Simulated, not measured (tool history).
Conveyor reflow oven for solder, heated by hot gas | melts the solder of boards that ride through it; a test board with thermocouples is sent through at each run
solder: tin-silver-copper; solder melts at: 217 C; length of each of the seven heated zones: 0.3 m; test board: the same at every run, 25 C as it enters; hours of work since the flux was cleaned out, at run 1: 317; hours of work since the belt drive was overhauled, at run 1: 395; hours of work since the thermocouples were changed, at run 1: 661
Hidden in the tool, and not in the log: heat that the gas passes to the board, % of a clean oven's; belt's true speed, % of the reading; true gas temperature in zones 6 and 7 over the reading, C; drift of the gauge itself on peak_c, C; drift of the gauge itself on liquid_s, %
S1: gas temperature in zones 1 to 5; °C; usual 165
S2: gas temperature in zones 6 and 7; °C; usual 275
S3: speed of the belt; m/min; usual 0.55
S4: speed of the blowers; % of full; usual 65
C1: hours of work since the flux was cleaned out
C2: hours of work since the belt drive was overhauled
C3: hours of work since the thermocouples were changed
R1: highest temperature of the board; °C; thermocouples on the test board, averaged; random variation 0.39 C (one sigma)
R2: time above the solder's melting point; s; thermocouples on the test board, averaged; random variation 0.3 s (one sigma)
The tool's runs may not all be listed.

run	hour	S1	S2	S3	S4	C1	C2	C3	R1	R2
1	0	165	275	0.55	65	317	395	661	246.7	42
# hour 9.4: flux residue cleaned out of gas plates and filters
2	35	165	275	0.55	65	17	414	680	244.8	39.1
3	69.4	165	275	0.55	65	39	436	703	244.8	38.7
4	132.5	165	275	0.55	65	79	477	743	243.6	38.1
5	184.6	165	275	0.55	65	113	511	777	243.2	37.3
6	240.1	165	275	0.55	65	149	546	813	243.3	36.9
7	288.6	165	275	0.55	77	180	578	844	246.3	40.1
8	316.8	165	275	0.55	77	198	596	862	245.5	40.3
9	381.8	165	275	0.55	77	240	638	904	244.6	39.6
# hour 400.3: flux residue cleaned out of gas plates and filters, once more
10	451.5	165	275	0.55	77	33	680	946	255.1	48.2
11	484.7	177	275	0.55	65	54	701	967	253.4	51
12	514.8	165	275	0.55	65	74	720	987	250.5	45.1
13	567.3	165	275	0.55	65	108	754	1021	249.7	45.4
# hour 589.2: thermocouples of zones 6 and 7 changed
14	619.3	165	275	0.55	65	140	787	19	251.8	45.2
15	647.6	165	278	0.55	65	158	805	38	253.9	46.3
16	702	165	278	0.55	65	193	840	73	252.4	46.7
17	744.8	165	278	0.55	65	221	868	100	251.8	46.4
18	778.7	165	278	0.55	65	243	889	122	252.2	46
19	834.9	165	278	0.55	65	279	926	159	251.2	46.3
20	895	165	278	0.55	65	318	964	197	251.6	45.3
# hour 905.9: flux residue cleaned out of gas plates and filters
21	966	170	278	0.55	65	39	1007	240	255.8	49.7
22	997.5	165	275	0.524	65	59	1027	260	254.1	50.1

Forecast run 23:
23	1028.9	165	275	0.524	65	79	1048	280	?	?

Run 23 gave R1 253.2 °C, R2 49.9 s.
Without the tool's hidden state the same run would have given R1 253.5 °C, R2 48.8 s.
